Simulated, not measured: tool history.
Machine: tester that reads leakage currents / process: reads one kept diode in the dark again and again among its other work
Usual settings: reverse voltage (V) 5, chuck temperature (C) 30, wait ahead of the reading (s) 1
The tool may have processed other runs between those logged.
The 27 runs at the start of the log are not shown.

run,hour,reverse voltage (V),chuck temperature (C),wait ahead of the reading (s),current that the tester gives (pA)
28,2561.8,5,31,0.74,178.53
29,2645.1,4.81,30,1,164.3
30,2726.6,1.52,33,1.87,131.85
31,2831.5,1.52,33,8.43,132.28
32,2946.4,13.11,27,0.56,201.78
33,3013,5,30,0.42,172.14
34,3075.1,5,30,0.97,170.29
35,3178.7,1.52,28,6.76,93.67
36,3296.1,2.06,56,0.31,662.57
37,3365.4,10.76,37,0.4,374.5
38,3471.6,14.69,30,1.27,262.73
39,3548,14.69,30,1.27,262.12
40,3681.5,5.6,52,0.5,762.28

Branching from run 40: 3 alternative next runs. What would each branch give?
A,3787.4,12.46,24,0.53,?
B,3787.4,5,42,1,?
C,3787.4,14.47,32,0.42,?

run,current that the tester gives (pA)
A,168.04
B,387.36
C,307.48
Without the tool's hidden state the same runs would have given:
run,current that the tester gives (pA)
A,150.22
B,362.69
C,280.77
